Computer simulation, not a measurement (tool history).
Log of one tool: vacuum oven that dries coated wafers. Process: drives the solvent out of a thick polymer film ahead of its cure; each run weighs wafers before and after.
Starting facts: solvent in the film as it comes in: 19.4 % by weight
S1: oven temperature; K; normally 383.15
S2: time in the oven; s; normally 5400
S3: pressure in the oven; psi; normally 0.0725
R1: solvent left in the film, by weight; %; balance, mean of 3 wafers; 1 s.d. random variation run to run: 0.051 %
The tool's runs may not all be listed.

| run | hour | S1 | S2 | S3 | R1 |
|---|---|---|---|---|---|
| 1 | 0 | 383.15 | 5400 | 0.0725 | 1.13 |
| 2 | 49.7 | 383.15 | 5400 | 0.0725 | 1.12 |
| 3 | 88 | 383.15 | 5400 | 0.0725 | 1.1 |
| 4 | 127.1 | 383.15 | 5400 | 0.0725 | 1.11 |
| 5 | 190.7 | 369.15 | 5400 | 0.0725 | 3.4 |
| 6 | 255.4 | 373.15 | 5400 | 0.0725 | 2.6 |
| 7 | 313.6 | 373.15 | 5400 | 0.0725 | 2.65 |
| 8 | 347.9 | 383.15 | 5400 | 0.0725 | 1.14 |
|  | 356 | oven's thermocouples calibrated |
| 9 | 391.5 | 383.15 | 5400 | 0.0725 | 1.32 |
| 10 | 467.9 | 383.15 | 5400 | 0.0725 | 1.28 |
| 11 | 499.6 | 383.15 | 5400 | 0.0725 | 1.37 |
| 12 | 567.4 | 383.15 | 5400 | 0.0725 | 1.25 |
| 13 | 632.6 | 383.15 | 6120 | 0.0893 | 1.07 |
|  | 689.3 | oven's thermocouples calibrated, once more |
| 14 | 710 | 383.15 | 6120 | 0.0893 | 0.93 |

Expected results for the next run?
| 15 | 781.3 | 378.15 | 3540 | 0.2783 | ? |

Run 15 gave R1 3.79 %.
With the hidden condition absent and the run-to-run variation left alone, this run would have shown R1 3.45 %.

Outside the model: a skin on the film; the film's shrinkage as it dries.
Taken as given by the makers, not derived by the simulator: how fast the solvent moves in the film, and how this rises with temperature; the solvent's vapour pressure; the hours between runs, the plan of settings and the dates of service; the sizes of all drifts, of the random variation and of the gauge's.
